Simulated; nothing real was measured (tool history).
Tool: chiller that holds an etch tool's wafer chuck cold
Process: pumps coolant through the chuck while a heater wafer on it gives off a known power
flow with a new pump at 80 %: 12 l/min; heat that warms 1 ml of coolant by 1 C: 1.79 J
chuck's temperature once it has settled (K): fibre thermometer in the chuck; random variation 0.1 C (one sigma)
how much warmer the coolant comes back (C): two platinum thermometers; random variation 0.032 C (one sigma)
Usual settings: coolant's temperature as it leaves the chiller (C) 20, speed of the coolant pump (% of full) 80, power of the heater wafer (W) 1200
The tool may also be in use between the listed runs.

run	hour	coolant's temperature as it leaves the chiller (C)	speed of the coolant pump (% of full)	power of the heater wafer (W)	chuck's temperature once it has settled (K)	how much warmer the coolant comes back (C)
1	0.0	20	80	1200	301.75	3.43
2	62.2	20	61	1200	303.65	4.47
3	122.6	20	80	1200	301.55	3.42
4	200.2	20	80	1200	301.45	3.40
5	279.4	20	80	1200	301.65	3.41
6	331.5	20	80	1200	301.55	3.42
7	376.2	20	80	1200	301.55	3.42
8	450.9	20	80	1200	301.75	3.37
9	509.0	20	80	1200	301.55	3.46
10	572.6	20	80	1200	301.75	3.44
11	625.6	14	80	1200	295.75	3.43
12	673.5	20	80	1200	301.55	3.47
13	743.4	20	76	1200	302.05	3.60
14	783.3	20	80	1200	301.65	3.42
# hour 788.5: chiller's thermometer calibrated
15	853.6	20	80	1200	302.15	3.45
16	890.9	14	80	1200	296.15	3.45
17	969.7	14	80	1200	296.45	3.47
18	1019.3	14	80	1368	297.45	3.93
19	1060.3	20	66	916	301.45	3.25
20	1129.3	17	66	839	297.55	2.87
21	1174.4	17	66	839	297.75	2.99
22	1229.3	26	63	1198	310.45	4.40
23	1301.1	26	63	1198	310.35	4.38
24	1373.4	26	63	1198	310.45	4.45
25	1440.2	15	63	684	294.45	2.50
26	1503.6	15	80	801	294.25	2.34
27	1556.9	21	87	801	299.75	2.10
28	1613.1	12	90	647	289.65	1.67
29	1689.4	22	65	647	300.85	2.37
30	1762.8	22	65	647	301.05	2.37
31	1817.9	22	65	647	300.75	2.32

5 ways to go on from here, each from the tool as it stands after run 31. What would each give?
A	1895.8	22	65	1533	?	?
B	1895.8	22	83	647	?	?
C	1895.8	20	69	1200	?	?
D	1895.8	22	77	1325	?	?
E	1895.8	20	64	611	?	?

run	chuck's temperature once it has settled (K)	how much warmer the coolant comes back (C)
A	309.45	5.56
B	300.05	1.82
C	303.65	4.07
D	305.65	4.00
E	298.65	2.26
Without the tool's hidden state the same runs would have given:
run	chuck's temperature once it has settled (K)	how much warmer the coolant comes back (C)
A	307.95	5.30
B	299.65	1.73
C	302.65	3.88
D	304.65	3.81
E	298.25	2.15
